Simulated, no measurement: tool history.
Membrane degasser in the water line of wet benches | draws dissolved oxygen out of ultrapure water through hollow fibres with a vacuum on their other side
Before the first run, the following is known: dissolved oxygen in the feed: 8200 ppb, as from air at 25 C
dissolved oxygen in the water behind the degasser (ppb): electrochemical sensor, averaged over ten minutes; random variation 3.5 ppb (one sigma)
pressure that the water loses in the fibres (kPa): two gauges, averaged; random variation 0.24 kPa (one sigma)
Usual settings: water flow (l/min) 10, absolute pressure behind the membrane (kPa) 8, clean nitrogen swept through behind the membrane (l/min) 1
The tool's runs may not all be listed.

run    hour  water flow (l/min)  absolute pressure behind the membrane (kPa)  clean nitrogen swept through behind the membrane (l/min)  dissolved oxygen in the water behind the degasser (ppb)  pressure that the water loses in the fibres (kPa)
  1       0                  10                                            8                                                         1                                                    351.5                                              61.72
  2    50.8                  10                                            8                                                         1                                                    343.7                                              61.63
  3   118.4                  10                                            8                                                         1                                                    350.7                                              61.27
  4   191.6                  10                                            8                                                         1                                                    350.1                                              61.29
  5   232.3                  10                                        12.85                                                         1                                                      457                                              61.04
  6   298.6                  10                                        12.85                                                         1                                                    455.2                                              61.02
  7   355.2                  10                                        12.85                                                         1                                                    457.6                                               60.6
  8   418.5                  10                                        12.85                                                         1                                                    455.9                                              60.84
  9   485.8                  10                                        12.85                                                         1                                                    449.6                                              60.72
 10   552.7                  10                                            8                                                         1                                                    349.6                                               60.3
 11   606.3                   8                                            8                                                         1                                                    281.8                                               48.3
 12   655.5                   7                                            8                                                         1                                                    234.2                                              42.35
 13     721                   7                                            8                                                         1                                                    234.5                                              41.85
 14   765.7                   7                                        15.59                                                         1                                                    358.5                                               41.8
      790.2  -- gauge calibrated
 15   808.6                   7                                        15.59                                                         1                                                    348.7                                              43.14
 16   869.3                  10                                         8.38                                                         1                                                    355.5                                              61.07
 17   900.6                  11                                         7.58                                                         1                                                    375.2                                              67.31
 18   943.4                  11                                        16.13                                                      2.78                                                    381.7                                                 67
 19  1007.7                   7                                        12.19                                                         1                                                    302.1                                              42.91
 20    1048                   7                                        12.49                                                         1                                                    307.8                                              43.01
 21  1080.4                   7                                        12.49                                                         1                                                      309                                              42.53
 22  1135.9                   7                                            8                                                         1                                                    238.9                                              42.89
 23  1173.5                  13                                        14.01                                                      1.38                                                    535.9                                              78.82
 24  1207.3                  13                                        14.01                                                      1.38                                                    547.6                                              79.01
 25  1260.8                  13                                        14.01                                                      1.38                                                    527.5                                              78.79
 26  1315.6                  13                                        14.01                                                      1.38                                                    542.8                                              78.94
 27    1378                  14                                            8                                                       2.2                                                    412.8                                              84.93
 28  1434.7                  11                                          9.4                                                      1.25                                                      388                                                 66
 29  1467.7                  13                                         17.6                                                      0.49                                                   1036.8                                              78.66
 30  1526.5                  13                                         17.6                                                      0.49                                                   1002.7                                                 78
 31  1578.6                  13                                         17.6                                                      0.49                                                   1034.9                                              77.14

Some steps in pressure that the water loses in the fibres (kPa) between neighbouring runs. How much of each would the tool show without its hidden state too (settings, what came in, random variation), and how much is left for the hidden state, with any gauge scatter that isn't in both results?
What the log doesn't record here: membrane still open, %; true pressure behind the membrane over the reading, kPa; air that leaks in behind the membrane, l/min; drift of the gauge itself on oxygen_ppb, %; drift of the gauge itself on loss_of_pressure_kpa, %.
Run 14 -> 15: gauge calibrated. pressure that the water loses in the fibres (kPa) +1.34: hidden state +1.15, all else +0.19.
Run 18 -> 19: water flow (l/min) 11 -> 7, absolute pressure behind the membrane (kPa) 16.13 -> 12.19, clean nitrogen swept through behind the membrane (l/min) 2.78 -> 1. pressure that the water loses in the fibres (kPa) -24.09: hidden state +0.02, all else -24.11.
Run 22 -> 23: water flow (l/min) 7 -> 13, absolute pressure behind the membrane (kPa) 8 -> 14.01, clean nitrogen swept through behind the membrane (l/min) 1 -> 1.38. pressure that the water loses in the fibres (kPa) +35.93: hidden state -0.54, all else +36.47.
Run 27 -> 28: water flow (l/min) 14 -> 11, absolute pressure behind the membrane (kPa) 8 -> 9.4, clean nitrogen swept through behind the membrane (l/min) 2.2 -> 1.25. pressure that the water loses in the fibres (kPa) -18.93: hidden state +0.25, all else -19.18.
Run 28 -> 29: water flow (l/min) 11 -> 13, absolute pressure behind the membrane (kPa) 9.4 -> 17.6, clean nitrogen swept through behind the membrane (l/min) 1.25 -> 0.49. pressure that the water loses in the fibres (kPa) +12.66: hidden state -0.38, all else +13.04.
